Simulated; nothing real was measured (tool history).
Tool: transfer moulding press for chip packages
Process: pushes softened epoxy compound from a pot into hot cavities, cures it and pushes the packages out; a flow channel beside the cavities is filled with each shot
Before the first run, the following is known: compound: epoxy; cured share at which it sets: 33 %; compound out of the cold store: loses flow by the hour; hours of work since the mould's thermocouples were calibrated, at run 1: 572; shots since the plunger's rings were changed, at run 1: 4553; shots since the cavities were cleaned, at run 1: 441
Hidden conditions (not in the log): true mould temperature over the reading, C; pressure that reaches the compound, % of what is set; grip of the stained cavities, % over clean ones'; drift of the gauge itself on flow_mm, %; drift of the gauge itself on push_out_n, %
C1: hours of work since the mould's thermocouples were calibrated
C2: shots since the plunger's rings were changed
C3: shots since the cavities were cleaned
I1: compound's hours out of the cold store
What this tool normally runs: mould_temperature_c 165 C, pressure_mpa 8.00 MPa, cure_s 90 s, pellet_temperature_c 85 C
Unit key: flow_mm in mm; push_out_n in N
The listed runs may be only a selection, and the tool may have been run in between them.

{"run": 1, "hour": 0.0, "mould_temperature_c": 165, "pressure_mpa": 8.0, "cure_s": 90, "pellet_temperature_c": 85, "C1": 572, "C2": 4553, "C3": 441, "I1": 42.2, "flow_mm": 590, "push_out_n": 350}
{"run": 2, "hour": 21.2, "mould_temperature_c": 165, "pressure_mpa": 8.0, "cure_s": 90, "pellet_temperature_c": 85, "C1": 584, "C2": 4777, "C3": 665, "I1": 29.2, "flow_mm": 610, "push_out_n": 391}
{"run": 3, "hour": 52.3, "mould_temperature_c": 165, "pressure_mpa": 8.0, "cure_s": 75, "pellet_temperature_c": 85, "C1": 602, "C2": 5106, "C3": 994, "I1": 20.8, "flow_mm": 631, "push_out_n": 605}
{"hour": 57.0, "done": "cavities cleaned with cleaning compound and waxed"}
{"run": 4, "hour": 100.3, "mould_temperature_c": 164, "pressure_mpa": 8.0, "cure_s": 90, "pellet_temperature_c": 85, "C1": 628, "C2": 5598, "C3": 457, "I1": 38.4, "flow_mm": 592, "push_out_n": 388}
{"run": 5, "hour": 139.7, "mould_temperature_c": 164, "pressure_mpa": 8.0, "cure_s": 90, "pellet_temperature_c": 85, "C1": 651, "C2": 6015, "C3": 874, "I1": 38.1, "flow_mm": 584, "push_out_n": 431}
{"hour": 155.7, "done": "cavities cleaned with cleaning compound and waxed"}
{"run": 6, "hour": 183.7, "mould_temperature_c": 164, "pressure_mpa": 8.0, "cure_s": 90, "pellet_temperature_c": 94, "C1": 675, "C2": 6465, "C3": 296, "I1": 11.5, "flow_mm": 637, "push_out_n": 371}
{"hour": 202.5, "done": "plunger's sealing rings changed"}
{"run": 7, "hour": 225.7, "mould_temperature_c": 165, "pressure_mpa": 8.0, "cure_s": 90, "pellet_temperature_c": 85, "C1": 697, "C2": 246, "C3": 714, "I1": 21.7, "flow_mm": 682, "push_out_n": 419}
{"hour": 258.9, "done": "cavities cleaned with cleaning compound and waxed"}
{"run": 8, "hour": 262.6, "mould_temperature_c": 165, "pressure_mpa": 8.0, "cure_s": 90, "pellet_temperature_c": 85, "C1": 717, "C2": 620, "C3": 39, "I1": 9.8, "flow_mm": 702, "push_out_n": 278}
{"hour": 298.5, "done": "mould's thermocouples calibrated"}
{"run": 9, "hour": 298.5, "mould_temperature_c": 165, "pressure_mpa": 8.0, "cure_s": 90, "pellet_temperature_c": 85, "C1": 0, "C2": 980, "C3": 399, "I1": 8.3, "flow_mm": 701, "push_out_n": 354}
{"run": 10, "hour": 348.8, "mould_temperature_c": 165, "pressure_mpa": 8.0, "cure_s": 90, "pellet_temperature_c": 85, "C1": 28, "C2": 1512, "C3": 931, "I1": 37.4, "flow_mm": 623, "push_out_n": 406}
{"hour": 360.4, "done": "cavities cleaned with cleaning compound and waxed"}
{"run": 11, "hour": 397.6, "mould_temperature_c": 165, "pressure_mpa": 8.0, "cure_s": 90, "pellet_temperature_c": 85, "C1": 55, "C2": 2012, "C3": 393, "I1": 14.9, "flow_mm": 668, "push_out_n": 334}
{"run": 12, "hour": 436.0, "mould_temperature_c": 165, "pressure_mpa": 8.0, "cure_s": 90, "pellet_temperature_c": 85, "C1": 77, "C2": 2419, "C3": 800, "I1": 40.8, "flow_mm": 610, "push_out_n": 399}
{"hour": 460.8, "done": "cavities cleaned with cleaning compound and waxed"}
{"run": 13, "hour": 473.3, "mould_temperature_c": 165, "pressure_mpa": 8.0, "cure_s": 90, "pellet_temperature_c": 81, "C1": 97, "C2": 2798, "C3": 133, "I1": 47.7, "flow_mm": 589, "push_out_n": 266}
{"run": 14, "hour": 519.9, "mould_temperature_c": 165, "pressure_mpa": 8.0, "cure_s": 90, "pellet_temperature_c": 81, "C1": 124, "C2": 3291, "C3": 626, "I1": 13.3, "flow_mm": 664, "push_out_n": 398}
{"run": 15, "hour": 547.9, "mould_temperature_c": 172, "pressure_mpa": 9.61, "cure_s": 90, "pellet_temperature_c": 81, "C1": 140, "C2": 3587, "C3": 922, "I1": 40.6, "flow_mm": 637, "push_out_n": 366}
{"hour": 560.2, "done": "cavities cleaned with cleaning compound and waxed"}
{"run": 16, "hour": 583.2, "mould_temperature_c": 172, "pressure_mpa": 9.61, "cure_s": 90, "pellet_temperature_c": 81, "C1": 159, "C2": 3945, "C3": 244, "I1": 15.7, "flow_mm": 687, "push_out_n": 264}
{"run": 17, "hour": 627.1, "mould_temperature_c": 165, "pressure_mpa": 9.89, "cure_s": 72, "pellet_temperature_c": 85, "C1": 184, "C2": 4409, "C3": 708, "I1": 33.3, "flow_mm": 668, "push_out_n": 586}
{"run": 18, "hour": 655.9, "mould_temperature_c": 165, "pressure_mpa": 9.89, "cure_s": 72, "pellet_temperature_c": 85, "C1": 200, "C2": 4714, "C3": 1013, "I1": 12.0, "flow_mm": 714, "push_out_n": 651}
{"hour": 660.1, "done": "cavities cleaned with cleaning compound and waxed"}
{"run": 19, "hour": 695.9, "mould_temperature_c": 166, "pressure_mpa": 9.89, "cure_s": 72, "pellet_temperature_c": 85, "C1": 222, "C2": 5121, "C3": 379, "I1": 41.1, "flow_mm": 637, "push_out_n": 466}
{"run": 20, "hour": 719.5, "mould_temperature_c": 166, "pressure_mpa": 9.89, "cure_s": 72, "pellet_temperature_c": 85, "C1": 235, "C2": 5371, "C3": 629, "I1": 15.1, "flow_mm": 693, "push_out_n": 523}
{"hour": 760.9, "done": "cavities cleaned with cleaning compound and waxed"}
{"run": 21, "hour": 768.9, "mould_temperature_c": 166, "pressure_mpa": 9.89, "cure_s": 72, "pellet_temperature_c": 85, "C1": 262, "C2": 5878, "C3": 85, "I1": 36.4, "flow_mm": 638, "push_out_n": 365}
{"run": 22, "hour": 813.1, "mould_temperature_c": 166, "pressure_mpa": 9.89, "cure_s": 72, "pellet_temperature_c": 85, "C1": 287, "C2": 6345, "C3": 552, "I1": 34.3, "flow_mm": 638, "push_out_n": 500}
{"hour": 841.9, "done": "plunger's sealing rings changed"}
{"run": 23, "hour": 848.7, "mould_temperature_c": 173, "pressure_mpa": 7.31, "cure_s": 90, "pellet_temperature_c": 95, "C1": 306, "C2": 71, "C3": 902, "I1": 15.0, "flow_mm": 641, "push_out_n": 362}
{"hour": 862.1, "done": "cavities cleaned with cleaning compound and waxed"}
{"run": 24, "hour": 879.5, "mould_temperature_c": 173, "pressure_mpa": 7.31, "cure_s": 90, "pellet_temperature_c": 95, "C1": 323, "C2": 381, "C3": 184, "I1": 15.4, "flow_mm": 635, "push_out_n": 257}
{"run": 25, "hour": 907.4, "mould_temperature_c": 163, "pressure_mpa": 6.88, "cure_s": 102, "pellet_temperature_c": 83, "C1": 339, "C2": 677, "C3": 480, "I1": 8.5, "flow_mm": 663, "push_out_n": 362}
{"run": 26, "hour": 933.9, "mould_temperature_c": 161, "pressure_mpa": 8.0, "cure_s": 121, "pellet_temperature_c": 84, "C1": 354, "C2": 958, "C3": 761, "I1": 9.8, "flow_mm": 710, "push_out_n": 362}
{"hour": 961.0, "done": "cavities cleaned with cleaning compound and waxed"}
{"run": 27, "hour": 986.0, "mould_temperature_c": 161, "pressure_mpa": 8.0, "cure_s": 94, "pellet_temperature_c": 84, "C1": 382, "C2": 1493, "C3": 264, "I1": 9.4, "flow_mm": 709, "push_out_n": 405}
{"run": 28, "hour": 1009.9, "mould_temperature_c": 161, "pressure_mpa": 8.0, "cure_s": 94, "pellet_temperature_c": 84, "C1": 396, "C2": 1746, "C3": 517, "I1": 36.2, "flow_mm": 639, "push_out_n": 439}

What if the next run were any one of these 3? Each begins from the tool's condition after run 28:
{"run": "A", "hour": 1044.5, "mould_temperature_c": 159, "pressure_mpa": 8.12, "cure_s": 93, "pellet_temperature_c": 84, "C1": 415, "C2": 2112, "C3": 883, "I1": 39.8, "flow_mm": "?", "push_out_n": "?"}
{"run": "B", "hour": 1044.5, "mould_temperature_c": 165, "pressure_mpa": 8.0, "cure_s": 108, "pellet_temperature_c": 85, "C1": 415, "C2": 2112, "C3": 883, "I1": 24.9, "flow_mm": "?", "push_out_n": "?"}
{"run": "C", "hour": 1044.5, "mould_temperature_c": 165, "pressure_mpa": 8.0, "cure_s": 90, "pellet_temperature_c": 92, "C1": 415, "C2": 2112, "C3": 883, "I1": 23.7, "flow_mm": "?", "push_out_n": "?"}

run=A flow_mm=640 push_out_n=563
run=B flow_mm=646 push_out_n=370
run=C flow_mm=652 push_out_n=413
Stripped of hidden state, with their random variation kept, the same runs would have yielded:
run=A flow_mm=661 push_out_n=304
run=B flow_mm=668 push_out_n=211
run=C flow_mm=673 push_out_n=229

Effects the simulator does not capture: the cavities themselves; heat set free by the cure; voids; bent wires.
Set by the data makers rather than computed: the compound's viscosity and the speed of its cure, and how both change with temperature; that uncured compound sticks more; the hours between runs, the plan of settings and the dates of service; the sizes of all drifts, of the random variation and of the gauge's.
